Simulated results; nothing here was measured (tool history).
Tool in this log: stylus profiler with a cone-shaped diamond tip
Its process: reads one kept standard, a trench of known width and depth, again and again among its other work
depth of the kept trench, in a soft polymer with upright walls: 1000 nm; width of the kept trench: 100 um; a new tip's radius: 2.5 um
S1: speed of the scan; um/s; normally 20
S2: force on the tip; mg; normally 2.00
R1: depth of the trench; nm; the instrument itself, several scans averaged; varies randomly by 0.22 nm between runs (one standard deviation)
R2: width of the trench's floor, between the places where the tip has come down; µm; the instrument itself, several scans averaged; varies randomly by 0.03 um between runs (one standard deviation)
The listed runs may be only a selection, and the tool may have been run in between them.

run,hour,S1,S2,R1,R2
1,0.0,20,2.00,1006.56,95.81
2,11.4,64,2.00,1006.56,95.57
3,19.6,64,2.00,1006.61,95.57
4,35.0,15,2.00,1006.15,95.96
5,54.0,15,2.00,1006.98,95.90
6,62.4,5,2.00,1006.97,95.96
7,78.9,5,2.00,1006.52,95.96
8,90.0,20,2.00,1006.74,95.89
9,108.6,6,2.00,1006.23,95.96
10,121.9,6,2.00,1006.28,95.94
11,137.0,6,2.00,1006.77,95.98
12,155.0,49,2.00,1006.68,95.68
13,167.9,49,2.00,1006.53,95.71
14,184.9,49,2.00,1006.84,95.73
15,197.6,44,3.61,1009.87,95.78
16,214.7,44,3.61,1009.68,95.82
17,224.8,27,4.09,1010.02,95.87

Run 18 has not been measured yet. What should we expect?
18,236.0,6,3.01,?,?

{"run 18": {"R1": 1008.45, "R2": 95.98}}
With no hidden state in the tool, this same run would have given R1 1008.44 nm, R2 95.98 µm.
